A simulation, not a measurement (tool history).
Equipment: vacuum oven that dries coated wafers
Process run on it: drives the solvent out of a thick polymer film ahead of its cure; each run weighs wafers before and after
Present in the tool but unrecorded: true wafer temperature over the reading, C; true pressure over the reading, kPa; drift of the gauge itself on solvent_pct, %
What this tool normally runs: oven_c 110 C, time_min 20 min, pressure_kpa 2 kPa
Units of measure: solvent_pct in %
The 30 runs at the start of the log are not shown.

run,hour,oven_c,time_min,pressure_kpa,hours of work since the thermocouples were calibrated,hours of work since the vacuum gauge was cleaned of residue,solvent_pct
31,390.8,110,11,2.43,78,836,5.88
32,404.4,120,28,2,88,846,0.62
33,420.8,120,28,2,100,858,0.62
34,430.6,120,28,2,107,866,0.64
35,444.6,106,28,2.35,118,876,2.66
36,454.9,112,18,3.11,125,883,3.15
37,462.9,112,18,3.11,131,889,3.11
38,477.5,112,18,3.11,142,900,3.18
39,492.9,117,34,1.02,153,911,0.5
40,502.6,114,20,2.1,160,918,2.08
41,512.3,114,20,2.1,167,926,2.07
42,523.1,96,20,1.73,175,933,7.05
43,539.7,110,20,1.21,188,946,2.78
44,550.2,110,20,1.21,195,953,2.82
45,558.1,107,20,2,201,959,3.78

4 ways to go on from here, each from the tool as it stands after run 45. What would each give?
A,577.1,119,14,7.53,215,973,?
B,577.1,110,19,1.82,215,973,?
C,577.1,107,20,2,215,973,?
D,577.1,112,20,2,215,973,?

run,solvent_pct
A,3.38
B,3.17
C,3.76
D,2.48
Take away the tool's hidden state, keep each run's random variation, and the runs would have read:
run,solvent_pct
A,3.17
B,2.92
C,3.49
D,2.25

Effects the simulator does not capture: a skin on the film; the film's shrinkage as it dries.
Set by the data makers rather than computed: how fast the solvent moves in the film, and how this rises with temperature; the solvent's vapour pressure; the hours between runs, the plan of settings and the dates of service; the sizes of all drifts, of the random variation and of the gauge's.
